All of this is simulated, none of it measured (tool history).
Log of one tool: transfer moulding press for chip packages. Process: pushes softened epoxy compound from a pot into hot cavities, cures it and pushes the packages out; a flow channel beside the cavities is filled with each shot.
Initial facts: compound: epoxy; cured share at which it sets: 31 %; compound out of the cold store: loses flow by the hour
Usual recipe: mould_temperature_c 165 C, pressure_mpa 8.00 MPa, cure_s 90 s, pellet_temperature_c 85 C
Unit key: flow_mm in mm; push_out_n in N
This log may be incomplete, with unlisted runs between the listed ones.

run,hour,mould_temperature_c,pressure_mpa,cure_s,pellet_temperature_c,incoming compound's hours out of the cold store,flow_mm,push_out_n
1,0.0,165,8.00,90,85,19.7,695,736
2,51.0,165,8.00,90,85,19.0,694,974
# hour 69.9: cavities cleaned with cleaning compound and waxed
3,102.1,165,8.00,90,86,33.0,638,834
4,129.6,165,8.00,90,86,36.8,623,966
# hour 154.0: cavities cleaned with cleaning compound and waxed
5,173.2,165,8.00,90,86,38.3,616,742
# hour 210.2: plunger's sealing rings changed
6,214.7,165,8.00,90,86,19.0,703,987
# hour 241.5: cavities cleaned with cleaning compound and waxed
7,250.4,165,8.00,90,86,13.4,719,620
8,314.4,160,8.00,90,86,35.5,646,1416
# hour 323.8: cavities cleaned with cleaning compound and waxed
# hour 345.5: mould's thermocouples calibrated
9,359.8,164,8.00,90,85,21.5,686,957
# hour 411.3: cavities cleaned with cleaning compound and waxed
10,420.1,164,8.00,90,85,44.6,597,646
11,465.4,157,8.00,90,85,22.1,691,1863
# hour 498.1: cavities cleaned with cleaning compound and waxed
12,517.2,157,8.00,90,85,44.0,610,1360
# hour 523.7: plunger's sealing rings changed
13,552.4,165,9.87,71,85,29.5,736,1753

Below, some changes in flow_mm between adjacent runs. For each, the amount present without the hidden state too (settings, incoming material, random variation) and the amount remaining for the hidden state with gauge scatter not shared by both compared results:
Unlogged tool condition in this case: true mould temperature over the reading, C; pressure that reaches the compound, % of what is set; grip of the stained cavities, % over clean ones'; drift of the gauge itself on flow_mm, %; drift of the gauge itself on push_out_n, %.
Run 12 -> 13: mould_temperature_c 157 -> 165, pressure_mpa 8.00 -> 9.87, cure_s 90 -> 71, plunger's sealing rings changed. flow_mm +126 mm: hidden state +18, all else +108.
